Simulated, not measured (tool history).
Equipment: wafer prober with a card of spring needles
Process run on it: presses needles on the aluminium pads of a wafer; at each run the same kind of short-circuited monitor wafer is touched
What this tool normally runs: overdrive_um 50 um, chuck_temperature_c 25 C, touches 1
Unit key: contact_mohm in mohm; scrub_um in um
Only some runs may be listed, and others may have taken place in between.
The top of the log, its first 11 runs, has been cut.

run	hour	overdrive_um	chuck_temperature_c	touches	contact_mohm	scrub_um
12	119.7	50	47	1	286	6.66
13	130.9	50	47	1	373	6.65
# hour 132.2: tips cleaned on abrasive film
14	147.2	50	47	1	321	6.62
# hour 155.5: tips cleaned on abrasive film
15	158.7	50	25	1	198	6.62
16	174.0	50	25	1	357	6.66
# hour 178.8: tips cleaned on abrasive film
17	181.8	50	25	1	196	6.62
18	193.6	44	25	1	392	5.79
# hour 202.0: tips cleaned on abrasive film
19	207.5	46	35	1	245	6.07
20	219.3	30	79	1	726	3.81
# hour 225.4: tips cleaned on abrasive film
21	230.1	30	67	1	407	3.83
22	239.7	64	25	2	190	8.55
# hour 249.0: tips cleaned on abrasive film
23	251.6	67	109	2	146	8.97
24	264.1	67	109	2	186	8.97
# hour 272.8: tips cleaned on abrasive film
25	275.2	57	37	2	148	7.57
26	283.2	57	37	2	195	7.56
# hour 296.3: tips cleaned on abrasive film
27	296.6	61	25	2	129	8.11
28	310.3	49	25	1	331	6.46
# hour 319.4: tips cleaned on abrasive film
29	326.0	67	120	2	165	8.94
30	334.1	56	76	1	278	7.39
31	341.9	47	76	1	406	6.19
# hour 342.9: tips cleaned on abrasive film
# hour 352.3: height of the first contact set anew
32	352.4	47	76	1	269	6.52
# hour 366.3: tips cleaned on abrasive film
33	369.1	56	52	1	168	7.75
34	377.9	56	52	1	251	7.70

Branching from run 34: 4 alternative next runs. What would each branch give?
# hour 389.1: tips cleaned on abrasive film
A	389.1	31	39	1	?	?
# hour 389.1: tips cleaned on abrasive film
B	389.1	56	32	1	?	?
# hour 389.1: tips cleaned on abrasive film
C	389.1	43	52	1	?	?
# hour 389.1: tips cleaned on abrasive film
D	389.1	56	60	3	?	?

run	contact_mohm	scrub_um
A	179	4.29
B	131	7.74
C	150	5.96
D	128	7.75
Without the tool's unlogged condition, the same runs would have read:
run	contact_mohm	scrub_um
A	139	4.30
B	118	7.76
C	128	5.97
D	122	7.77

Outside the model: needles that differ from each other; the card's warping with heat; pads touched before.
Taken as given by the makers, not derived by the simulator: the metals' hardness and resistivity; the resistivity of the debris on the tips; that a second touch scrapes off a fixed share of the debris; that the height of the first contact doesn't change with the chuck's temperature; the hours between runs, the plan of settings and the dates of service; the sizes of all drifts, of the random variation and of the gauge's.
